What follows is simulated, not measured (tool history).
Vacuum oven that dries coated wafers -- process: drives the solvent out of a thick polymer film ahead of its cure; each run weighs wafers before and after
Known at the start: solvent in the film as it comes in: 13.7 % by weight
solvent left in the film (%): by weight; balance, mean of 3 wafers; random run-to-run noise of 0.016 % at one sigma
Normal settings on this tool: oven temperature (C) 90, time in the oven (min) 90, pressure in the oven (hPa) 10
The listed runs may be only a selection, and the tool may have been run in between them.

{"run": 1, "hour": 0.0, "oven temperature (C)": 90, "time in the oven (min)": 90, "pressure in the oven (hPa)": 10, "solvent left in the film (%)": 1.11}
{"run": 2, "hour": 8.4, "oven temperature (C)": 90, "time in the oven (min)": 90, "pressure in the oven (hPa)": 10, "solvent left in the film (%)": 1.15}
{"run": 3, "hour": 22.2, "oven temperature (C)": 90, "time in the oven (min)": 90, "pressure in the oven (hPa)": 10, "solvent left in the film (%)": 1.15}
{"run": 4, "hour": 35.1, "oven temperature (C)": 76, "time in the oven (min)": 90, "pressure in the oven (hPa)": 10, "solvent left in the film (%)": 4.49}
{"run": 5, "hour": 45.4, "oven temperature (C)": 76, "time in the oven (min)": 90, "pressure in the oven (hPa)": 10, "solvent left in the film (%)": 4.48}
{"run": 6, "hour": 55.6, "oven temperature (C)": 76, "time in the oven (min)": 90, "pressure in the oven (hPa)": 10, "solvent left in the film (%)": 4.47}

Forecast run 7:
{"run": 7, "hour": 62.7, "oven temperature (C)": 76, "time in the oven (min)": 90, "pressure in the oven (hPa)": 10, "solvent left in the film (%)": "?"}

solvent left in the film (%): 4.46
Without the tool's hidden state the same run would have given solvent left in the film (%) 4.46.

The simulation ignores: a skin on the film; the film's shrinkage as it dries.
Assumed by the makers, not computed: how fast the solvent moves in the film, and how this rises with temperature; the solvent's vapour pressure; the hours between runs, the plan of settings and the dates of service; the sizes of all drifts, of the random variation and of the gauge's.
